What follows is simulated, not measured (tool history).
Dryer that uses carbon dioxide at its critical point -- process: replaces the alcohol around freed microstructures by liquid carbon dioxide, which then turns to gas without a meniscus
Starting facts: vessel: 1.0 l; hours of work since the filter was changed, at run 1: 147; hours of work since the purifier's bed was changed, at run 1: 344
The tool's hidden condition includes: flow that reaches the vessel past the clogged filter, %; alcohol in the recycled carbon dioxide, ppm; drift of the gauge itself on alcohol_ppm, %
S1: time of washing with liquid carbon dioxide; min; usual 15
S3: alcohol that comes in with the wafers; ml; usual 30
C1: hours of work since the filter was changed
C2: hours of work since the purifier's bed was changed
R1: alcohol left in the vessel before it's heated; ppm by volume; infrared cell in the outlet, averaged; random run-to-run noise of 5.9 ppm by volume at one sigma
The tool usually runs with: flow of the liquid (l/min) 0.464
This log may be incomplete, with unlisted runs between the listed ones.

run 1 day=0 | S1=15 flow_of_the_liquid_(l/min)=0.464 S3=30 | C1=147 C2=344 | R1=397
run 2 day=0.942 | S1=15 flow_of_the_liquid_(l/min)=0.464 S3=30 | C1=161 C2=358 | R1=401
-- day=1.488 inlet filter changed
run 3 day=1.55 | S1=15 flow_of_the_liquid_(l/min)=0.464 S3=30 | C1=1 C2=366 | R1=346
run 4 day=2.271 | S1=15 flow_of_the_liquid_(l/min)=0.464 S3=43 | C1=12 C2=377 | R1=451
run 5 day=2.742 | S1=15 flow_of_the_liquid_(l/min)=0.464 S3=43 | C1=18 C2=384 | R1=437
run 6 day=3.683 | S1=15 flow_of_the_liquid_(l/min)=0.464 S3=30 | C1=32 C2=397 | R1=363
run 7 day=4.421 | S1=10 flow_of_the_liquid_(l/min)=0.402 S3=103 | C1=43 C2=408 | R1=6364
run 8 day=5.358 | S1=11 flow_of_the_liquid_(l/min)=0.344 S3=30 | C1=57 C2=422 | R1=2369
run 9 day=6.321 | S1=10 flow_of_the_liquid_(l/min)=0.464 S3=120 | C1=71 C2=436 | R1=4961
run 10 day=7.183 | S1=10 flow_of_the_liquid_(l/min)=0.578 S3=21 | C1=83 C2=449 | R1=525
run 11 day=7.938 | S1=12 flow_of_the_liquid_(l/min)=0.578 S3=39 | C1=94 C2=460 | R1=484

Forecast each of these 4 alternatives for the next run:
run A day=8.554 | S1=15 flow_of_the_liquid_(l/min)=0.727 S3=116 | C1=103 C2=469 | R1=?
run B day=8.554 | S1=20 flow_of_the_liquid_(l/min)=0.319 S3=30 | C1=103 C2=469 | R1=?
run C day=8.554 | S1=14 flow_of_the_liquid_(l/min)=0.766 S3=54 | C1=103 C2=469 | R1=?
run D day=8.554 | S1=12 flow_of_the_liquid_(l/min)=0.519 S3=26 | C1=103 C2=469 | R1=?

run=A R1=231
run=B R1=581
run=C R1=212
run=D R1=523
Take away the tool's hidden state, keep each run's random variation, and the runs would have read:
run=A R1=48
run=B R1=347
run=C R1=33
run=D R1=300

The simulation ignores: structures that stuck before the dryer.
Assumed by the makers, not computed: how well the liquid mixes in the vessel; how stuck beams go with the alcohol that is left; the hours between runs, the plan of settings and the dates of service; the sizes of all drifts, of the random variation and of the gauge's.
